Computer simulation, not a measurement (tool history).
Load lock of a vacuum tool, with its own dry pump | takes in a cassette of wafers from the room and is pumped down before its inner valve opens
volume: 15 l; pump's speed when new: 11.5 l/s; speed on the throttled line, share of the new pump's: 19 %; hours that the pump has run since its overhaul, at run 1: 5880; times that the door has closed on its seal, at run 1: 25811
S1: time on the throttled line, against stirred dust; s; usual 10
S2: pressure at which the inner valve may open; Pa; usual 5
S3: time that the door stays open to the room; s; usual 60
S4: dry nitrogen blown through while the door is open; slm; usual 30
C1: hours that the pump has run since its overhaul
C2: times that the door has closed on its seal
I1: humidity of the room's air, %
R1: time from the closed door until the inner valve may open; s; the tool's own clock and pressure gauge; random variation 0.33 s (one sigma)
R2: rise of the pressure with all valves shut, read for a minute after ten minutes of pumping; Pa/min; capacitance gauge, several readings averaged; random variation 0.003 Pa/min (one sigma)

{"run": 1, "hour": 0.0, "S1": 10, "S2": 5, "S3": 60, "S4": 30, "C1": 5880, "C2": 25811, "I1": 45.6, "R1": 21.2, "R2": 0.022}
{"run": 2, "hour": 289.3, "S1": 10, "S2": 8, "S3": 60, "S4": 30, "C1": 6169, "C2": 26128, "I1": 42.8, "R1": 19.9, "R2": 0.024}
{"run": 3, "hour": 685.1, "S1": 10, "S2": 8, "S3": 149, "S4": 30, "C1": 6565, "C2": 26562, "I1": 46.2, "R1": 20.4, "R2": 0.038}
{"run": 4, "hour": 982.5, "S1": 10, "S2": 8, "S3": 149, "S4": 30, "C1": 6862, "C2": 26887, "I1": 44.2, "R1": 20.9, "R2": 0.042}
{"run": 5, "hour": 1429.3, "S1": 9, "S2": 8, "S3": 149, "S4": 30, "C1": 7309, "C2": 27377, "I1": 45.7, "R1": 19.2, "R2": 0.032}
{"run": 6, "hour": 1861.5, "S1": 9, "S2": 8, "S3": 149, "S4": 30, "C1": 7741, "C2": 27850, "I1": 49.1, "R1": 19.6, "R2": 0.033}
{"run": 7, "hour": 2232.2, "S1": 9, "S2": 8, "S3": 149, "S4": 30, "C1": 8112, "C2": 28256, "I1": 44.5, "R1": 20.1, "R2": 0.036}
{"run": 8, "hour": 2638.6, "S1": 9, "S2": 8, "S3": 149, "S4": 30, "C1": 8519, "C2": 28701, "I1": 46, "R1": 19.4, "R2": 0.031}
{"run": 9, "hour": 3128.2, "S1": 9, "S2": 8, "S3": 149, "S4": 30, "C1": 9008, "C2": 29237, "I1": 45.4, "R1": 19.8, "R2": 0.036}
{"run": 10, "hour": 3666.0, "S1": 5, "S2": 5, "S3": 60, "S4": 30, "C1": 9546, "C2": 29826, "I1": 46.9, "R1": 17.3, "R2": 0.02}
{"run": 11, "hour": 4189.1, "S1": 10, "S2": 7, "S3": 60, "S4": 30, "C1": 10069, "C2": 30399, "I1": 42.5, "R1": 20.9, "R2": 0.023}
{"run": 12, "hour": 4706.2, "S1": 10, "S2": 7, "S3": 60, "S4": 30, "C1": 10586, "C2": 30965, "I1": 44, "R1": 21.2, "R2": 0.028}
{"run": 13, "hour": 5182.2, "S1": 10, "S2": 5, "S3": 60, "S4": 30, "C1": 11062, "C2": 31486, "I1": 41.7, "R1": 21.1, "R2": 0.021}
{"run": 14, "hour": 5483.6, "S1": 10, "S2": 5, "S3": 60, "S4": 14, "C1": 11364, "C2": 31816, "I1": 42.5, "R1": 21.3, "R2": 0.033}
{"run": 15, "hour": 5867.5, "S1": 10, "S2": 5, "S3": 60, "S4": 14, "C1": 11747, "C2": 32236, "I1": 42.1, "R1": 20.8, "R2": 0.033}
{"run": 16, "hour": 6199.9, "S1": 10, "S2": 5, "S3": 60, "S4": 14, "C1": 12080, "C2": 32600, "I1": 46, "R1": 21.3, "R2": 0.033}
{"run": 17, "hour": 6739.4, "S1": 10, "S2": 5, "S3": 60, "S4": 5, "C1": 12619, "C2": 33191, "I1": 41.4, "R1": 21, "R2": 0.047}
{"run": 18, "hour": 7335.8, "S1": 14, "S2": 5, "S3": 60, "S4": 30, "C1": 13216, "C2": 33844, "I1": 42.5, "R1": 24.3, "R2": 0.021}
{"run": 19, "hour": 7599.1, "S1": 10, "S2": 5, "S3": 60, "S4": 4, "C1": 13479, "C2": 34133, "I1": 45.7, "R1": 21.1, "R2": 0.051}
{"run": 20, "hour": 7961.3, "S1": 10, "S2": 5, "S3": 204, "S4": 7, "C1": 13841, "C2": 34529, "I1": 42.4, "R1": 21.5, "R2": 0.08}
{"run": 21, "hour": 8380.6, "S1": 10, "S2": 5, "S3": 43, "S4": 43, "C1": 14261, "C2": 34988, "I1": 46.5, "R1": 21, "R2": 0.021}

Forecast run 22:
{"run": 22, "hour": 8904.0, "S1": 10, "S2": 9, "S3": 192, "S4": 30, "C1": 14784, "C2": 35561, "I1": 47.2, "R1": "?", "R2": "?"}

R1: 20.4 s
R2: 0.041 Pa/min
Without the tool's hidden state the same run would have given R1 20.4 s, R2 0.04 Pa/min.
